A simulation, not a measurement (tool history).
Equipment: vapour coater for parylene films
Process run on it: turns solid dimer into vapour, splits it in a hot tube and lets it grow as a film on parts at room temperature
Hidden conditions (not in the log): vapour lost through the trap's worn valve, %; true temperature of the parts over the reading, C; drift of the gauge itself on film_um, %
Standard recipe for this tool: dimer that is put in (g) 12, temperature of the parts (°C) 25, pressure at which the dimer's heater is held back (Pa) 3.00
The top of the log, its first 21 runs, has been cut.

run	hour	dimer that is put in (g)	temperature of the parts (°C)	pressure at which the dimer's heater is held back (Pa)	hours of work since the trap's valve was overhauled	hours of work since the table's thermometer was calibrated	thickness of the film (µm)
22	377.6	12	25	3.00	171	800	9.01
23	400.8	12	25	3.00	189	818	8.98
24	425.8	12	25	3.00	209	838	8.93
25	438.4	6	24	10.22	219	848	3.56
26	456.6	6	20	4.47	233	863	4.89
27	483.2	5	25	5.11	254	884	3.34
28	505.2	8	22	5.11	271	901	6.05
29	523.2	7	22	5.11	286	915	5.15
# hour 544.7: trap's valve overhauled
30	550.1	7	25	11.06	4	933	3.98
31	574.5	18	23	2.25	24	953	15.47
32	586.1	18	23	2.25	33	962	15.49
33	599.7	18	23	2.25	43	972	15.61

The next listed run, before its measurement:
34	626.5	18	23	2.25	65	994	?

{"run 34": {"thickness of the film (µm)": 15.53}}
The same run, on a tool lacking any hidden state, would have yielded thickness of the film (µm) 15.54.

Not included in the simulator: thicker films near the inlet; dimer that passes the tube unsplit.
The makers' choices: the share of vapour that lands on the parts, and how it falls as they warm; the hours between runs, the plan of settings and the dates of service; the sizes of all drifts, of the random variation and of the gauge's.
